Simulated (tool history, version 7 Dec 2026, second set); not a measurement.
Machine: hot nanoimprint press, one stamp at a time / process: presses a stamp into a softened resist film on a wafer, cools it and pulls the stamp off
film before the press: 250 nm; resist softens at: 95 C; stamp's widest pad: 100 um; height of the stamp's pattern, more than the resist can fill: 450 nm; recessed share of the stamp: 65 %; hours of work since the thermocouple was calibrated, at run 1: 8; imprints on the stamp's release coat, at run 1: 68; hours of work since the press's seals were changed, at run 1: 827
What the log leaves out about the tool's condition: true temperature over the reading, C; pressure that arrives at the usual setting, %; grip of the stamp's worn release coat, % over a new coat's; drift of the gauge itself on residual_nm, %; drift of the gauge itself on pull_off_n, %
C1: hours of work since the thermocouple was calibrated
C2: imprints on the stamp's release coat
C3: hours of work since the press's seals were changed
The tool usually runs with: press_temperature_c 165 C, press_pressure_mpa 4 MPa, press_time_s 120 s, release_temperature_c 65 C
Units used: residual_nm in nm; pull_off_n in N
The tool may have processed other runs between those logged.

run 1 hour=0 | press_temperature_c=165 press_pressure_mpa=4 press_time_s=120 release_temperature_c=65 | C1=8 C2=68 C3=827 | residual_nm=149.5 pull_off_n=161
run 2 hour=30.2 | press_temperature_c=165 press_pressure_mpa=4 press_time_s=120 release_temperature_c=56 | C1=27 C2=219 C3=846 | residual_nm=149 pull_off_n=197
run 3 hour=63.5 | press_temperature_c=165 press_pressure_mpa=2.78 press_time_s=120 release_temperature_c=56 | C1=48 C2=387 C3=867 | residual_nm=172.9 pull_off_n=206
-- hour=93.4 stamp cleaned and given a new release coat
run 4 hour=100.6 | press_temperature_c=165 press_pressure_mpa=5.21 press_time_s=120 release_temperature_c=56 | C1=68 C2=36 C3=886 | residual_nm=132.1 pull_off_n=178
run 5 hour=133.7 | press_temperature_c=165 press_pressure_mpa=5.21 press_time_s=120 release_temperature_c=56 | C1=89 C2=202 C3=907 | residual_nm=131.6 pull_off_n=191
run 6 hour=158.9 | press_temperature_c=165 press_pressure_mpa=5.21 press_time_s=120 release_temperature_c=54 | C1=105 C2=329 C3=923 | residual_nm=131.9 pull_off_n=207
run 7 hour=184.3 | press_temperature_c=165 press_pressure_mpa=5.21 press_time_s=120 release_temperature_c=54 | C1=121 C2=457 C3=939 | residual_nm=132.2 pull_off_n=215
-- hour=200.5 stamp cleaned and given a new release coat
run 8 hour=208.7 | press_temperature_c=165 press_pressure_mpa=4 press_time_s=120 release_temperature_c=65 | C1=132 C2=41 C3=951 | residual_nm=148.4 pull_off_n=159
run 9 hour=223.9 | press_temperature_c=165 press_pressure_mpa=4 press_time_s=120 release_temperature_c=65 | C1=142 C2=117 C3=960 | residual_nm=148.7 pull_off_n=164
run 10 hour=254.8 | press_temperature_c=156 press_pressure_mpa=2.59 press_time_s=240 release_temperature_c=71 | C1=161 C2=272 C3=980 | residual_nm=183.2 pull_off_n=158
run 11 hour=282.2 | press_temperature_c=156 press_pressure_mpa=2.7 press_time_s=240 release_temperature_c=71 | C1=178 C2=410 C3=997 | residual_nm=180.3 pull_off_n=167
-- hour=309.3 stamp cleaned and given a new release coat
run 12 hour=320.2 | press_temperature_c=165 press_pressure_mpa=5.45 press_time_s=120 release_temperature_c=65 | C1=199 C2=55 C3=1017 | residual_nm=129.1 pull_off_n=159
run 13 hour=357.3 | press_temperature_c=172 press_pressure_mpa=3.02 press_time_s=120 release_temperature_c=65 | C1=222 C2=241 C3=1040 | residual_nm=141.5 pull_off_n=174
run 14 hour=391.2 | press_temperature_c=157 press_pressure_mpa=4 press_time_s=120 release_temperature_c=59 | C1=243 C2=412 C3=1062 | residual_nm=178.9 pull_off_n=197
run 15 hour=408.1 | press_temperature_c=165 press_pressure_mpa=4.34 press_time_s=120 release_temperature_c=72 | C1=254 C2=497 C3=1072 | residual_nm=142.1 pull_off_n=165
-- hour=417.4 stamp cleaned and given a new release coat
run 16 hour=435.4 | press_temperature_c=165 press_pressure_mpa=4.34 press_time_s=120 release_temperature_c=72 | C1=267 C2=90 C3=1086 | residual_nm=142.8 pull_off_n=145
run 17 hour=455.8 | press_temperature_c=165 press_pressure_mpa=4 press_time_s=120 release_temperature_c=65 | C1=280 C2=193 C3=1099 | residual_nm=147.5 pull_off_n=167
-- hour=485.2 press's hydraulic seals changed and the load cell set to zero
run 18 hour=486 | press_temperature_c=165 press_pressure_mpa=4 press_time_s=107 release_temperature_c=65 | C1=294 C2=305 C3=0 | residual_nm=144.6 pull_off_n=176

Branching from run 18: 5 alternative next runs. What would each branch give?
run A hour=517.5 | press_temperature_c=165 press_pressure_mpa=4 press_time_s=167 release_temperature_c=54 | C1=314 C2=463 C3=20 | residual_nm=? pull_off_n=?
run B hour=517.5 | press_temperature_c=165 press_pressure_mpa=4 press_time_s=161 release_temperature_c=71 | C1=314 C2=463 C3=20 | residual_nm=? pull_off_n=?
run C hour=517.5 | press_temperature_c=165 press_pressure_mpa=3.41 press_time_s=120 release_temperature_c=65 | C1=314 C2=463 C3=20 | residual_nm=? pull_off_n=?
run D hour=517.5 | press_temperature_c=165 press_pressure_mpa=4 press_time_s=107 release_temperature_c=56 | C1=314 C2=463 C3=20 | residual_nm=? pull_off_n=?
run E hour=517.5 | press_temperature_c=165 press_pressure_mpa=4.32 press_time_s=182 release_temperature_c=61 | C1=314 C2=463 C3=20 | residual_nm=? pull_off_n=?

run=A residual_nm=127 pull_off_n=216
run=B residual_nm=128.2 pull_off_n=165
run=C residual_nm=151.6 pull_off_n=187
run=D residual_nm=145.3 pull_off_n=207
run=E residual_nm=118.1 pull_off_n=196
With no hidden state in the tool, these same runs would have given:
run=A residual_nm=130.7 pull_off_n=183
run=B residual_nm=131.9 pull_off_n=141
run=C residual_nm=155.4 pull_off_n=160
run=D residual_nm=149.2 pull_off_n=176
run=E residual_nm=121.7 pull_off_n=167
